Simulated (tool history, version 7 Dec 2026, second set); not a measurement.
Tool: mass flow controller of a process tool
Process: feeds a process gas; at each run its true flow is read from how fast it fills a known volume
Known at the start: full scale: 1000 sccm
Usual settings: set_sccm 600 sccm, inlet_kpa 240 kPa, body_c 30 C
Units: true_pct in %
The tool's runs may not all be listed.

run	day	set_sccm	inlet_kpa	body_c	true_pct
1	0.000	600	240	30	99.46
2	3.633	600	240	30	99.50
3	7.633	600	240	30	99.46
4	11.392	600	240	30	99.46
5	13.667	600	240	30	99.53
6	16.900	600	240	30	99.59
7	19.683	600	224	30	99.36
8	23.542	217	164	30	98.90
9	25.621	117	164	30	99.21
10	27.533	117	164	30	99.28
11	29.538	117	192	30	99.55
12	32.725	112	183	28	99.57

Forecast each of these 4 alternatives for the next run:
A	34.533	600	218	29	?
B	34.533	112	183	23	?
C	34.533	600	240	37	?
D	34.533	693	234	21	?

run	true_pct
A	99.39
B	99.72
C	99.23
D	99.80
Without the tool's hidden state the same runs would have given:
run	true_pct
A	99.41
B	98.55
C	99.25
D	99.85

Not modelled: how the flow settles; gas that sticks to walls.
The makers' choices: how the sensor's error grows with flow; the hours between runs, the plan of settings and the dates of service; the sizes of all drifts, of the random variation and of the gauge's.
